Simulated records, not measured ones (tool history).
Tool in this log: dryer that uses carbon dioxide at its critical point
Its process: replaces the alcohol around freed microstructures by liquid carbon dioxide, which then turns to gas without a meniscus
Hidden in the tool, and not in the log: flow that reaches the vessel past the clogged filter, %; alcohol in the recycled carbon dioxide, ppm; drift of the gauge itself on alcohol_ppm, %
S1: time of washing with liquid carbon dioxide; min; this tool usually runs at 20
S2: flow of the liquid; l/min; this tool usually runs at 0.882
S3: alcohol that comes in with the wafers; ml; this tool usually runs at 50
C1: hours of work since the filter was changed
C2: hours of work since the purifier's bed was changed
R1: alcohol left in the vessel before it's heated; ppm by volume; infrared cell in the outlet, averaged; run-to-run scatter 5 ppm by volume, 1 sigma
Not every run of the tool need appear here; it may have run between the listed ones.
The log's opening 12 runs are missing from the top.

| run | hour | S1 | S2 | S3 | C1 | C2 | R1 |
|---|---|---|---|---|---|---|---|
| 13 | 163.4 | 20 | 1.351 | 50 | 121 | 215 | 17 |
| 14 | 170.6 | 20 | 0.882 | 50 | 126 | 220 | 23 |
| 15 | 182.0 | 25 | 0.882 | 50 | 133 | 227 | 14 |
| 16 | 189.7 | 17 | 0.882 | 50 | 138 | 232 | 47 |
| 17 | 204.1 | 17 | 0.882 | 50 | 147 | 241 | 59 |
| 18 | 217.9 | 20 | 0.668 | 50 | 156 | 250 | 100 |
| 19 | 227.2 | 17 | 0.882 | 21 | 162 | 256 | 35 |
| 20 | 238.6 | 25 | 0.864 | 97 | 170 | 264 | 23 |
| 21 | 249.6 | 25 | 0.810 | 65 | 177 | 271 | 34 |
| 22 | 266.2 | 25 | 0.810 | 65 | 188 | 281 | 25 |
| 23 | 280.0 | 12 | 0.882 | 50 | 197 | 290 | 308 |

Estimate the outcome of run 24 from the log above:
| 24 | 289.4 | 14 | 1.397 | 31 | 203 | 296 | ? |

R1: 19 ppm by volume
On a tool with no hidden condition, and with the same random variation, this run would have come out at R1 11 ppm by volume.
